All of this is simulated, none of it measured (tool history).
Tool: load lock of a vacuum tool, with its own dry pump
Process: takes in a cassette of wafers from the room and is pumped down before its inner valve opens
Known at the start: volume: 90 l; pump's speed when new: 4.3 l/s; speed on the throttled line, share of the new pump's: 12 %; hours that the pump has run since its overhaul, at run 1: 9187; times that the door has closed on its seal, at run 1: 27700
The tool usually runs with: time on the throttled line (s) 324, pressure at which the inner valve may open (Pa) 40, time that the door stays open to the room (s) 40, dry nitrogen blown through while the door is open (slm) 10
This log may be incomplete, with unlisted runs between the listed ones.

| run | hour | time on the throttled line (s) | pressure at which the inner valve may open (Pa) | time that the door stays open to the room (s) | dry nitrogen blown through while the door is open (slm) | hours that the pump has run since its overhaul | times that the door has closed on its seal | incoming humidity of the room's air, % | time from the closed door until the inner valve may open (s) | rise of the pressure with all valves shut (Pa/min) |
|---|---|---|---|---|---|---|---|---|---|---|
| 1 | 0 | 324 | 40 | 40 | 10 | 9187 | 27700 | 43.1 | 455.1 | 0.212 |
|  | 240.1 | door's seal changed, seat wiped |
| 2 | 254.8 | 324 | 40 | 40 | 10 | 9441 | 51 | 44.1 | 457.1 | 0.022 |
| 3 | 406.1 | 324 | 40 | 40 | 10 | 9592 | 581 | 46 | 456.7 | 0.019 |
| 4 | 577 | 324 | 40 | 40 | 10 | 9763 | 1180 | 44.6 | 456.1 | 0.027 |
| 5 | 728 | 324 | 40 | 40 | 10 | 9914 | 1709 | 49.1 | 457.3 | 0.031 |
| 6 | 913.7 | 436 | 40 | 40 | 10 | 10100 | 2360 | 46 | 556.4 | 0.03 |
| 7 | 1114.1 | 436 | 40 | 40 | 10 | 10300 | 3062 | 47.7 | 554.4 | 0.031 |
| 8 | 1348.9 | 436 | 40 | 40 | 10 | 10535 | 3885 | 45.2 | 555.2 | 0.032 |
| 9 | 1694.8 | 602 | 32 | 46 | 4 | 10881 | 5097 | 47 | 701.2 | 0.049 |
| 10 | 1888.3 | 324 | 37 | 40 | 21 | 11074 | 5775 | 44.9 | 458.2 | 0.039 |
| 11 | 2238.2 | 210 | 42 | 99 | 14 | 11424 | 7000 | 42.3 | 355.9 | 0.047 |

Below are 5 alternative next runs, each starting from the tool's condition after run 11. Predict each:
| A | 2506.4 | 324 | 75 | 35 | 10 | 11692 | 7940 | 45.7 | ? | ? |
| B | 2506.4 | 210 | 75 | 99 | 14 | 11692 | 7940 | 46.5 | ? | ? |
| C | 2506.4 | 382 | 40 | 188 | 23 | 11692 | 7940 | 45.7 | ? | ? |
| D | 2506.4 | 230 | 42 | 171 | 17 | 11692 | 7940 | 46.7 | ? | ? |
| E | 2506.4 | 324 | 40 | 40 | 6 | 11692 | 7940 | 47 | ? | ? |

| run | time from the closed door until the inner valve may open (s) | rise of the pressure with all valves shut (Pa/min) |
|---|---|---|
| A | 447.1 | 0.047 |
| B | 344.8 | 0.057 |
| C | 507.5 | 0.054 |
| D | 373.9 | 0.061 |
| E | 457.4 | 0.055 |
What these runs would have given with no unlogged condition in the tool:
| run | time from the closed door until the inner valve may open (s) | rise of the pressure with all valves shut (Pa/min) |
|---|---|---|
| A | 439.7 | 0.02 |
| B | 336.6 | 0.029 |
| C | 499.8 | 0.026 |
| D | 365.1 | 0.033 |
| E | 449.2 | 0.027 |

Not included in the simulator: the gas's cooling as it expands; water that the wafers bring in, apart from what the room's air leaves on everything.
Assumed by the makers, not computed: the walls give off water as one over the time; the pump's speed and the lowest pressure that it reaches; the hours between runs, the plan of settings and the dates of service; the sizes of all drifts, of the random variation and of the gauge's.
